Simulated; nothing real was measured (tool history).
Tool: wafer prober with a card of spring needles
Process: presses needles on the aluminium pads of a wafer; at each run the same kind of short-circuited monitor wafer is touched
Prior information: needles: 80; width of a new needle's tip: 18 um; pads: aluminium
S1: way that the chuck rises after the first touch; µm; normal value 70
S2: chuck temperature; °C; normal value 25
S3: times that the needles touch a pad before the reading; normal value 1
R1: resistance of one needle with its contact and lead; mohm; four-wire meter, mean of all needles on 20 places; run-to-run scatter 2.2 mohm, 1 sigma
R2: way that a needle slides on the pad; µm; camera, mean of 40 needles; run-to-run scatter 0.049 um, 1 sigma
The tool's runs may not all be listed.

run   hour  S1  S2  S3   R1     R2
  1    0.0  70  25   1  277  17.40
       1.3  -- tips cleaned on abrasive film
  2    7.6  70  25   1  273  17.24
  3   12.5  70  29   1  278  17.36
      14.5  -- tips cleaned on abrasive film
  4   20.1  70  88   1  285  17.36
      27.4  -- tips cleaned on abrasive film
  5   28.5  70  84   1  274  17.31
  6   38.9  70  84   1  292  17.34
      40.8  -- tips cleaned on abrasive film
  7   45.0  70  84   1  278  17.23
      53.9  -- tips cleaned on abrasive film
  8   53.9  70  25   1  258  17.25
  9   61.6  70  25   1  271  17.22
      67.2  -- tips cleaned on abrasive film
 10   68.1  70  25   1  261  17.21
 11   78.2  70  25   1  278  17.18
      80.8  -- tips cleaned on abrasive film
 12   88.5  70  25   3  259  17.28
      93.6  -- tips cleaned on abrasive film
 13   94.9  70  25   1  259  17.27
 14  104.2  70  27   1  273  17.24
     106.8  -- tips cleaned on abrasive film
 15  115.2  70  27   1  276  17.18
     120.2  -- tips cleaned on abrasive film
 16  122.2  70  27   1  264  17.22
 17  127.9  70  27   1  267  17.20
     133.3  -- tips cleaned on abrasive film
 18  137.8  70  27   1  267  17.16

Forecast run 19:
 19  144.0  70  27   1   ?   ?

Run 19 yielded R1 275 mohm, R2 17.11 µm.
Were there no unlogged condition in the tool, this run, its random variation unchanged, would have produced R1 256 mohm, R2 17.31 µm.

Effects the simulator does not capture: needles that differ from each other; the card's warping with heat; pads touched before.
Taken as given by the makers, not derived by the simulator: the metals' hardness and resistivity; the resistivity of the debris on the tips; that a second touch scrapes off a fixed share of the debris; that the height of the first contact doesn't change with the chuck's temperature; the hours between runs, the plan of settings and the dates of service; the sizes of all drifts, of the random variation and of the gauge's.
